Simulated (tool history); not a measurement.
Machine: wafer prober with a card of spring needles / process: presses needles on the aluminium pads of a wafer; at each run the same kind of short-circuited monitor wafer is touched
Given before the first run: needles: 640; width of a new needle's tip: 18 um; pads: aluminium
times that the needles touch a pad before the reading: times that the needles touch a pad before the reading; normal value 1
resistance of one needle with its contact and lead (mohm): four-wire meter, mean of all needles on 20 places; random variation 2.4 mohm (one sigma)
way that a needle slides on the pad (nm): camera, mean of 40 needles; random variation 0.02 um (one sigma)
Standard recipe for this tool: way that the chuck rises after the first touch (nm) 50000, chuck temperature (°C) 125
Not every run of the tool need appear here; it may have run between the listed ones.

run,hour,way that the chuck rises after the first touch (nm),chuck temperature (°C),times that the needles touch a pad before the reading,resistance of one needle with its contact and lead (mohm),way that a needle slides on the pad (nm)
1,0,50000,125,1,270,10890
# hour 7.2: tips cleaned on abrasive film
# hour 19.2: tips cleaned on abrasive film
# hour 31.2: card fitted with new needles
# hour 43.2: tips cleaned on abrasive film
# hour 55.2: tips cleaned on abrasive film
# hour 67.2: tips cleaned on abrasive film
2,74.6,50000,125,1,265,10930
# hour 77.1: tips cleaned on abrasive film
# hour 89.1: tips cleaned on abrasive film
# hour 101.1: tips cleaned on abrasive film
# hour 110.7: tips cleaned on abrasive film
# hour 122.7: tips cleaned on abrasive film
# hour 132.3: tips cleaned on abrasive film
# hour 144.3: tips cleaned on abrasive film
3,147,50000,125,1,266,10930
# hour 154.3: tips cleaned on abrasive film
# hour 166.3: tips cleaned on abrasive film
# hour 178.2: tips cleaned on abrasive film
# hour 190.2: tips cleaned on abrasive film
4,192.7,50000,125,1,266,10970
# hour 200: tips cleaned on abrasive film
# hour 211.9: tips cleaned on abrasive film
# hour 223.9: tips cleaned on abrasive film
# hour 235.9: tips cleaned on abrasive film
5,238.6,50000,125,1,266,10990
# hour 245.8: tips cleaned on abrasive film
# hour 257.8: tips cleaned on abrasive film
# hour 269.8: tips cleaned on abrasive film
# hour 281.8: tips cleaned on abrasive film
# hour 293.8: tips cleaned on abrasive film
# hour 305.8: tips cleaned on abrasive film
# hour 317.8: tips cleaned on abrasive film
6,321.1,50000,125,1,272,10940
# hour 328.3: tips cleaned on abrasive film
# hour 340.3: tips cleaned on abrasive film
# hour 352.3: tips cleaned on abrasive film
# hour 362.1: height of the first contact set anew
# hour 364.6: tips cleaned on abrasive film
# hour 376.6: tips cleaned on abrasive film
7,377.3,50000,125,1,269,10960
# hour 386.9: tips cleaned on abrasive film
# hour 398.9: tips cleaned on abrasive film
# hour 410.9: tips cleaned on abrasive film
# hour 422.9: tips cleaned on abrasive film
# hour 434.9: tips cleaned on abrasive film
# hour 446.9: tips cleaned on abrasive film
# hour 458.9: tips cleaned on abrasive film
8,461.2,65000,125,1,261,14290
# hour 470.9: tips cleaned on abrasive film
# hour 480.5: tips cleaned on abrasive film
# hour 492.5: tips cleaned on abrasive film
# hour 504.5: tips cleaned on abrasive film
# hour 516.5: tips cleaned on abrasive film
# hour 528.5: tips cleaned on abrasive film
# hour 540.5: tips cleaned on abrasive film
# hour 550.1: tips cleaned on abrasive film
9,554.6,65000,125,1,259,14280
# hour 561.8: tips cleaned on abrasive film
# hour 573.8: tips cleaned on abrasive film
# hour 585.8: tips cleaned on abrasive film
# hour 597.8: tips cleaned on abrasive film
# hour 607.5: tips cleaned on abrasive film
10,607.5,52000,125,1,265,11410
# hour 619.4: tips cleaned on abrasive film
# hour 629: tips cleaned on abrasive film
# hour 641: tips cleaned on abrasive film
# hour 653: tips cleaned on abrasive film
# hour 665: tips cleaned on abrasive film
# hour 677: tips cleaned on abrasive film
# hour 686.7: tips cleaned on abrasive film
# hour 694.1: height of the first contact set anew
# hour 699: tips cleaned on abrasive film
11,703.6,52000,125,1,268,11460
# hour 710.8: tips cleaned on abrasive film
# hour 722.8: tips cleaned on abrasive film
# hour 734.8: tips cleaned on abrasive film
# hour 746.8: tips cleaned on abrasive film
# hour 758.8: tips cleaned on abrasive film
# hour 770.8: tips cleaned on abrasive film
12,777.8,52000,125,1,264,11470
# hour 782.6: tips cleaned on abrasive film
# hour 794.6: tips cleaned on abrasive film
# hour 806.6: tips cleaned on abrasive film
# hour 818.6: tips cleaned on abrasive film
13,825.9,46000,99,2,265,10110
# hour 828.4: tips cleaned on abrasive film
# hour 840.4: tips cleaned on abrasive film
# hour 852.4: tips cleaned on abrasive film
# hour 864.4: tips cleaned on abrasive film
# hour 876.4: tips cleaned on abrasive film
# hour 888.4: tips cleaned on abrasive film
# hour 900.4: tips cleaned on abrasive film
# hour 910: tips cleaned on abrasive film
14,915.2,46000,99,2,263,10110
# hour 920.1: tips cleaned on abrasive film
# hour 929.7: tips cleaned on abrasive film
# hour 941.7: tips cleaned on abrasive film
# hour 953.7: tips cleaned on abrasive film
# hour 965.5: tips cleaned on abrasive film
15,965.5,50000,77,2,256,11020
# hour 977.5: tips cleaned on abrasive film
# hour 989.5: tips cleaned on abrasive film
# hour 1001.5: tips cleaned on abrasive film
# hour 1013.5: tips cleaned on abrasive film
# hour 1023.1: tips cleaned on abrasive film
# hour 1025.8: height of the first contact set anew
# hour 1035.4: tips cleaned on abrasive film
# hour 1047.4: tips cleaned on abrasive film
16,1052.3,58000,64,1,247,12810
# hour 1057.2: tips cleaned on abrasive film
# hour 1069.2: tips cleaned on abrasive film
# hour 1081.2: tips cleaned on abrasive film
# hour 1090.8: tips cleaned on abrasive film
# hour 1102.8: tips cleaned on abrasive film
# hour 1114.8: tips cleaned on abrasive film
# hour 1126.8: tips cleaned on abrasive film
# hour 1138.8: tips cleaned on abrasive film
17,1139.9,48000,40,1,242,10570
# hour 1149.5: tips cleaned on abrasive film
# hour 1161.5: tips cleaned on abrasive film
# hour 1173.5: tips cleaned on abrasive film
# hour 1185.5: tips cleaned on abrasive film
# hour 1197.5: tips cleaned on abrasive film
# hour 1209.5: tips cleaned on abrasive film
18,1210.9,48000,40,1,246,10620
# hour 1220.5: tips cleaned on abrasive film
# hour 1232.5: tips cleaned on abrasive film
# hour 1244.5: tips cleaned on abrasive film
# hour 1256.5: tips cleaned on abrasive film
# hour 1268.5: tips cleaned on abrasive film
# hour 1280.5: tips cleaned on abrasive film
# hour 1292.5: tips cleaned on abrasive film
19,1299,35000,39,1,256,7730
# hour 1303.9: tips cleaned on abrasive film
# hour 1315.9: tips cleaned on abrasive film
# hour 1325.5: tips cleaned on abrasive film
# hour 1337.5: tips cleaned on abrasive film
20,1343.7,38000,125,1,278,8400
# hour 1348.6: tips cleaned on abrasive film
# hour 1358.4: height of the first contact set anew
# hour 1360.9: tips cleaned on abrasive film
# hour 1372.9: tips cleaned on abrasive film
# hour 1384.9: tips cleaned on abrasive film
# hour 1396.9: tips cleaned on abrasive film
# hour 1406.5: tips cleaned on abrasive film
21,1409.5,38000,125,1,280,8400
# hour 1416.7: tips cleaned on abrasive film
# hour 1428.7: tips cleaned on abrasive film
# hour 1440.7: tips cleaned on abrasive film
# hour 1452.7: tips cleaned on abrasive film
# hour 1464.7: tips cleaned on abrasive film
# hour 1476.7: tips cleaned on abrasive film
22,1481.1,38000,125,1,279,8420
# hour 1488.4: tips cleaned on abrasive film
# hour 1500.4: tips cleaned on abrasive film
# hour 1512.4: tips cleaned on abrasive film
# hour 1524.4: tips cleaned on abrasive film
# hour 1536.4: tips cleaned on abrasive film
23,1542.7,38000,125,1,281,8390

Forecast each of these 3 alternatives for the next run:
# hour 1547.5: tips cleaned on abrasive film
# hour 1557.2: tips cleaned on abrasive film
# hour 1569.2: tips cleaned on abrasive film
# hour 1581.1: tips cleaned on abrasive film
# hour 1593.1: tips cleaned on abrasive film
A,1594,38000,125,2,?,?
# hour 1547.5: tips cleaned on abrasive film
# hour 1557.2: tips cleaned on abrasive film
# hour 1569.2: tips cleaned on abrasive film
# hour 1581.1: tips cleaned on abrasive film
# hour 1593.1: tips cleaned on abrasive film
B,1594,60000,35,1,?,?
# hour 1547.5: tips cleaned on abrasive film
# hour 1557.2: tips cleaned on abrasive film
# hour 1569.2: tips cleaned on abrasive film
# hour 1581.1: tips cleaned on abrasive film
# hour 1593.1: tips cleaned on abrasive film
C,1594,30000,37,2,?,?

run,resistance of one needle with its contact and lead (mohm),way that a needle slides on the pad (nm)
A,280,8430
B,234,13300
C,257,6660
With the hidden condition removed and each run's random variation left untouched, the same runs would have given:
run,resistance of one needle with its contact and lead (mohm),way that a needle slides on the pad (nm)
A,280,8320
B,234,13120
C,256,6570

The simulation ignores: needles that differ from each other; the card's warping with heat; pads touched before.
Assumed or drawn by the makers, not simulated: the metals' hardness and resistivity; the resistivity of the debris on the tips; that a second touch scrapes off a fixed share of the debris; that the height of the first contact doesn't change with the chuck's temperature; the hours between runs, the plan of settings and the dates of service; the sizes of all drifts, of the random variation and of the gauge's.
